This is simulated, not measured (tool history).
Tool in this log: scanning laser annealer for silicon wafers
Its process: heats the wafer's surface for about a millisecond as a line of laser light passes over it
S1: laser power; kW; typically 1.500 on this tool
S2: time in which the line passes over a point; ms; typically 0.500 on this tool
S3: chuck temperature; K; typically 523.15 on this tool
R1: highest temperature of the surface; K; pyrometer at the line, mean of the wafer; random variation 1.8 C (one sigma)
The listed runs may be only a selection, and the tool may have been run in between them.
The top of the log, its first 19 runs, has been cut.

run 20 hour=362.7 | S1=1.500 S2=0.389 S3=523.15 | R1=1142.15
run 21 hour=385.7 | S1=1.500 S2=0.500 S3=523.15 | R1=1239.15
run 22 hour=414.5 | S1=1.500 S2=0.452 S3=523.15 | R1=1197.15
run 23 hour=441.4 | S1=1.630 S2=0.584 S3=495.15 | R1=1342.15
run 24 hour=455.6 | S1=1.602 S2=0.365 S3=537.15 | R1=1169.15
run 25 hour=475.7 | S1=1.570 S2=0.390 S3=539.15 | R1=1182.15
run 26 hour=496.4 | S1=1.383 S2=0.500 S3=487.15 | R1=1144.15
run 27 hour=512.3 | S1=1.383 S2=0.500 S3=487.15 | R1=1146.15
run 28 hour=532.4 | S1=1.500 S2=0.379 S3=534.15 | R1=1139.15
-- hour=537.4 laser's power meter calibrated
run 29 hour=560.6 | S1=1.500 S2=0.379 S3=534.15 | R1=1138.15
run 30 hour=578.1 | S1=1.470 S2=0.524 S3=551.15 | R1=1273.15
-- hour=594.0 laser's power meter calibrated, once more
run 31 hour=604.8 | S1=1.481 S2=0.523 S3=519.15 | R1=1242.15
run 32 hour=627.0 | S1=1.481 S2=0.523 S3=519.15 | R1=1242.15
run 33 hour=643.9 | S1=1.379 S2=0.450 S3=535.15 | R1=1150.15
run 34 hour=656.3 | S1=1.627 S2=0.537 S3=514.15 | R1=1319.15
run 35 hour=676.6 | S1=1.627 S2=0.537 S3=514.15 | R1=1315.15
run 36 hour=689.6 | S1=1.627 S2=0.537 S3=514.15 | R1=1316.15
run 37 hour=705.0 | S1=1.627 S2=0.537 S3=514.15 | R1=1316.15
run 38 hour=722.1 | S1=1.570 S2=0.500 S3=531.15 | R1=1271.15
run 39 hour=738.4 | S1=1.408 S2=0.405 S3=531.15 | R1=1119.15
run 40 hour=755.6 | S1=1.518 S2=0.424 S3=489.15 | R1=1141.15
run 41 hour=773.8 | S1=1.371 S2=0.567 S3=512.15 | R1=1212.15
run 42 hour=797.1 | S1=1.469 S2=0.368 S3=562.15 | R1=1138.15

Each row is a separate what-if for the run after 42, all from the same tool condition, not one after another. Results?
run A hour=817.3 | S1=1.351 S2=0.428 S3=513.15 | R1=?
run B hour=817.3 | S1=1.370 S2=0.606 S3=553.15 | R1=?
run C hour=817.3 | S1=1.565 S2=0.491 S3=491.15 | R1=?

run=A R1=1095.15
run=B R1=1277.15
run=C R1=1222.15
With no hidden state in the tool, these same runs would have given:
run=A R1=1116.15
run=B R1=1302.15
run=C R1=1248.15
